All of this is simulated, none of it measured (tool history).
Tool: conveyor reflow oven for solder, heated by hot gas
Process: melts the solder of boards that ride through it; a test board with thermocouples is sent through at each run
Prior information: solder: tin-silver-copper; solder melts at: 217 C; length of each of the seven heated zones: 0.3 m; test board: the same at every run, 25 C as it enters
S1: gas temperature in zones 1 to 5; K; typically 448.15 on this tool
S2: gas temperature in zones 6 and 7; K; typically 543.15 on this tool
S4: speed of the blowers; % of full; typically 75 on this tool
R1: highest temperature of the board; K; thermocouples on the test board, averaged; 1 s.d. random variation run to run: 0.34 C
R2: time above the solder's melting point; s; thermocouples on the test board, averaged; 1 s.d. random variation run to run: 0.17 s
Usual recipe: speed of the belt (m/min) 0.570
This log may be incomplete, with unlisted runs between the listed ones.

run 1 day=0.000 | S1=448.15 S2=543.15 speed_of_the_belt_(m/min)=0.570 S4=75 | R1=527.45 R2=48.8
run 2 day=0.504 | S1=448.15 S2=543.15 speed_of_the_belt_(m/min)=0.570 S4=75 | R1=527.35 R2=48.8
run 3 day=1.050 | S1=448.15 S2=548.15 speed_of_the_belt_(m/min)=0.570 S4=75 | R1=532.15 R2=51.0
run 4 day=1.671 | S1=448.15 S2=543.15 speed_of_the_belt_(m/min)=0.524 S4=75 | R1=529.55 R2=54.9
run 5 day=2.158 | S1=448.15 S2=543.15 speed_of_the_belt_(m/min)=0.570 S4=75 | R1=527.55 R2=49.0
run 6 day=2.604 | S1=448.15 S2=557.15 speed_of_the_belt_(m/min)=0.570 S4=75 | R1=539.35 R2=54.5
run 7 day=2.933 | S1=448.15 S2=543.15 speed_of_the_belt_(m/min)=0.570 S4=75 | R1=527.25 R2=48.5
run 8 day=3.483 | S1=448.15 S2=547.15 speed_of_the_belt_(m/min)=0.570 S4=75 | R1=530.45 R2=50.5
run 9 day=3.933 | S1=448.15 S2=543.15 speed_of_the_belt_(m/min)=0.570 S4=75 | R1=527.25 R2=48.6
run 10 day=4.525 | S1=448.15 S2=538.15 speed_of_the_belt_(m/min)=0.570 S4=75 | R1=522.35 R2=45.9
run 11 day=4.900 | S1=448.15 S2=538.15 speed_of_the_belt_(m/min)=0.570 S4=75 | R1=522.35 R2=45.8
run 12 day=5.525 | S1=448.15 S2=543.15 speed_of_the_belt_(m/min)=0.570 S4=75 | R1=526.85 R2=48.6
run 13 day=5.912 | S1=448.15 S2=543.15 speed_of_the_belt_(m/min)=0.570 S4=75 | R1=526.85 R2=48.6
run 14 day=6.492 | S1=448.15 S2=543.15 speed_of_the_belt_(m/min)=0.524 S4=75 | R1=529.35 R2=54.9
run 15 day=7.104 | S1=448.15 S2=543.15 speed_of_the_belt_(m/min)=0.570 S4=75 | R1=529.25 R2=50.0
run 16 day=7.788 | S1=463.15 S2=551.15 speed_of_the_belt_(m/min)=0.599 S4=51 | R1=530.85 R2=52.1
run 17 day=8.121 | S1=448.15 S2=543.15 speed_of_the_belt_(m/min)=0.612 S4=76 | R1=527.35 R2=45.4
run 18 day=8.746 | S1=448.15 S2=543.15 speed_of_the_belt_(m/min)=0.612 S4=76 | R1=526.65 R2=45.2
run 19 day=9.408 | S1=448.15 S2=557.15 speed_of_the_belt_(m/min)=0.612 S4=76 | R1=538.85 R2=50.5
run 20 day=9.858 | S1=444.15 S2=544.15 speed_of_the_belt_(m/min)=0.472 S4=60 | R1=530.85 R2=61.0
run 21 day=10.588 | S1=444.15 S2=544.15 speed_of_the_belt_(m/min)=0.472 S4=60 | R1=530.75 R2=60.6
run 22 day=11.254 | S1=448.15 S2=543.15 speed_of_the_belt_(m/min)=0.582 S4=75 | R1=528.65 R2=48.1
run 23 day=11.804 | S1=448.15 S2=553.15 speed_of_the_belt_(m/min)=0.570 S4=75 | R1=536.85 R2=54.1
run 24 day=12.383 | S1=448.15 S2=543.15 speed_of_the_belt_(m/min)=0.581 S4=68 | R1=526.35 R2=47.1
run 25 day=12.700 | S1=448.15 S2=543.15 speed_of_the_belt_(m/min)=0.524 S4=68 | R1=529.45 R2=54.8
run 26 day=13.258 | S1=460.15 S2=553.15 speed_of_the_belt_(m/min)=0.649 S4=50 | R1=527.65 R2=44.8
run 27 day=13.821 | S1=460.15 S2=534.15 speed_of_the_belt_(m/min)=0.663 S4=50 | R1=512.15 R2=33.2
run 28 day=14.550 | S1=459.15 S2=534.15 speed_of_the_belt_(m/min)=0.663 S4=63 | R1=515.05 R2=37.0
run 29 day=15.058 | S1=459.15 S2=534.15 speed_of_the_belt_(m/min)=0.663 S4=63 | R1=515.45 R2=36.7
run 30 day=15.621 | S1=459.15 S2=533.15 speed_of_the_belt_(m/min)=0.663 S4=79 | R1=518.15 R2=39.8

Missing from the log above: 1 entry noted between runs. For each, name the pair of listed runs it sits between and say how the tool's hidden condition differs from the listed run just before to the listed run just after:
Runs 14 to 15: flux residue cleaned out of gas plates and filters (day 6.842)
  heat that the gas passes to the board, % of a clean oven's: 90.8 -> 99.6; true gas temperature in zones 6 and 7 over the reading, C: -0.82 -> -0.84
  measured result minus the result with no hidden state, R1: -2.70 -> -0.70 K; R2: -1.6 -> -0.2 s
